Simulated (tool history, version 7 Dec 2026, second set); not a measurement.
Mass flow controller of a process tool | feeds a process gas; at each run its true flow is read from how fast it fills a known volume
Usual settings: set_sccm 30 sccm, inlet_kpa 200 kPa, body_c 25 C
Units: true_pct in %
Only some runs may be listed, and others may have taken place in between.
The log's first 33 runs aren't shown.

{"run": 34, "hour": 5407.3, "set_sccm": 9, "inlet_kpa": 276, "body_c": 22, "true_pct": 102.75}
{"run": 35, "hour": 5603.1, "set_sccm": 17, "inlet_kpa": 148, "body_c": 22, "true_pct": 102.07}
{"run": 36, "hour": 5769.0, "set_sccm": 40, "inlet_kpa": 250, "body_c": 40, "true_pct": 103.23}
{"run": 37, "hour": 5977.0, "set_sccm": 30, "inlet_kpa": 218, "body_c": 25, "true_pct": 101.84}
{"run": 38, "hour": 6153.8, "set_sccm": 17, "inlet_kpa": 254, "body_c": 31, "true_pct": 102.9}
{"run": 39, "hour": 6327.9, "set_sccm": 17, "inlet_kpa": 254, "body_c": 31, "true_pct": 102.85}
{"run": 40, "hour": 6518.3, "set_sccm": 6, "inlet_kpa": 273, "body_c": 31, "true_pct": 106.09}
{"run": 41, "hour": 6691.6, "set_sccm": 30, "inlet_kpa": 200, "body_c": 20, "true_pct": 101.49}
{"run": 42, "hour": 6867.9, "set_sccm": 21, "inlet_kpa": 200, "body_c": 32, "true_pct": 103.2}
{"run": 43, "hour": 6988.8, "set_sccm": 30, "inlet_kpa": 190, "body_c": 28, "true_pct": 102.6}
{"run": 44, "hour": 7184.3, "set_sccm": 30, "inlet_kpa": 190, "body_c": 28, "true_pct": 102.56}
{"run": 45, "hour": 7277.1, "set_sccm": 30, "inlet_kpa": 190, "body_c": 28, "true_pct": 102.64}
{"run": 46, "hour": 7361.8, "set_sccm": 30, "inlet_kpa": 190, "body_c": 28, "true_pct": 102.74}
{"run": 47, "hour": 7455.5, "set_sccm": 47, "inlet_kpa": 183, "body_c": 36, "true_pct": 103.62}
{"run": 48, "hour": 7605.7, "set_sccm": 47, "inlet_kpa": 183, "body_c": 36, "true_pct": 103.53}

Alternative continuations, all from the tool just after run 48; predict every row:
{"run": "A", "hour": 7766.2, "set_sccm": 30, "inlet_kpa": 260, "body_c": 25, "true_pct": "?"}
{"run": "B", "hour": 7766.2, "set_sccm": 5, "inlet_kpa": 200, "body_c": 26, "true_pct": "?"}
{"run": "C", "hour": 7766.2, "set_sccm": 30, "inlet_kpa": 141, "body_c": 39, "true_pct": "?"}

run=A true_pct=101.93
run=B true_pct=108.06
run=C true_pct=104.31
Had the tool no hidden state, the same runs would have come out as:
run=A true_pct=99.12
run=B true_pct=99.09
run=C true_pct=101.5
